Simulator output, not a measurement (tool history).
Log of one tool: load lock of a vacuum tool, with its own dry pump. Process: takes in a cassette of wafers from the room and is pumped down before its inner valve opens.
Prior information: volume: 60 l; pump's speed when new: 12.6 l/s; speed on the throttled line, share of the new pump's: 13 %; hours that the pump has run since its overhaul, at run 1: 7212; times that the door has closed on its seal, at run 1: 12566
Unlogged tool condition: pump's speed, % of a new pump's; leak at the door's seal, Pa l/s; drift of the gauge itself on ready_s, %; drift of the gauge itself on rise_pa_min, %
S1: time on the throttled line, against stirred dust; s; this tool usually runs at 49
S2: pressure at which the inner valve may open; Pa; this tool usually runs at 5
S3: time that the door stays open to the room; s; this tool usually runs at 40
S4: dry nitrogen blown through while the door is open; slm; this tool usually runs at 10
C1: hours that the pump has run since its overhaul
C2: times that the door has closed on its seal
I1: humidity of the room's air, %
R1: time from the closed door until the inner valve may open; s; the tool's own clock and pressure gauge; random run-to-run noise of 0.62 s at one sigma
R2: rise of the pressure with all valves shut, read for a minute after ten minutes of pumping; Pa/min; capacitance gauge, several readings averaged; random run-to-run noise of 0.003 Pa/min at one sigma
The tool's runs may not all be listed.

run	hour	S1	S2	S3	S4	C1	C2	I1	R1	R2
1	0	49	5	40	10	7212	12566	48.2	95	0.088
2	160.3	49	5	40	10	7373	13308	46	96.1	0.095
3	356.5	49	5	40	10	7569	14217	45.9	96.2	0.094
4	453.7	49	5	40	10	7666	14667	46.2	95.7	0.103
5	541.4	49	5	40	10	7754	15073	42	96.5	0.106
6	694	49	5	40	10	7906	15780	42.8	95.7	0.11
7	886.4	49	5	40	10	8099	16671	43.6	97.1	0.119
8	1068.6	49	5	40	38	8281	17515	44.5	96.4	0.118
9	1175.1	96	5	40	10	8388	18008	43.4	137.4	0.132
10	1358.6	96	5	40	10	8571	18858	47.7	136.2	0.146
11	1481	49	8	40	7	8693	19425	45.3	94.6	0.15
# hour 1674.6: door's seal changed, seat wiped
12	1679.7	49	8	39	8	8891	24	45.2	95.3	0.029
13	1865.4	49	8	118	8	9076	884	41.7	95.9	0.046
14	1999.1	84	6	54	9	9210	1503	47.1	126.6	0.036
15	2188	84	6	54	9	9399	2378	46.7	127.1	0.039
16	2374.2	49	6	130	10	9585	3240	43	96.1	0.057
17	2509.8	86	5	40	8	9721	3868	44.2	130.1	0.039
18	2610	86	5	40	8	9821	4332	43.3	129.5	0.037
19	2731.9	38	5	40	5	9943	4897	45.1	88.8	0.046

Each row is a separate what-if for the run after 19, all from the same tool condition, not one after another. Results?
A	2835.1	88	5	40	4	10046	5375	48.6	?	?
B	2835.1	72	5	94	45	10046	5375	44.7	?	?
C	2835.1	49	4	40	10	10046	5375	43.3	?	?

run	R1	R2
A	130	0.048
B	117.5	0.037
C	100.1	0.037
With no hidden state in the tool, these same runs would have given:
run	R1	R2
A	123.7	0.03
B	110.8	0.019
C	92.5	0.019
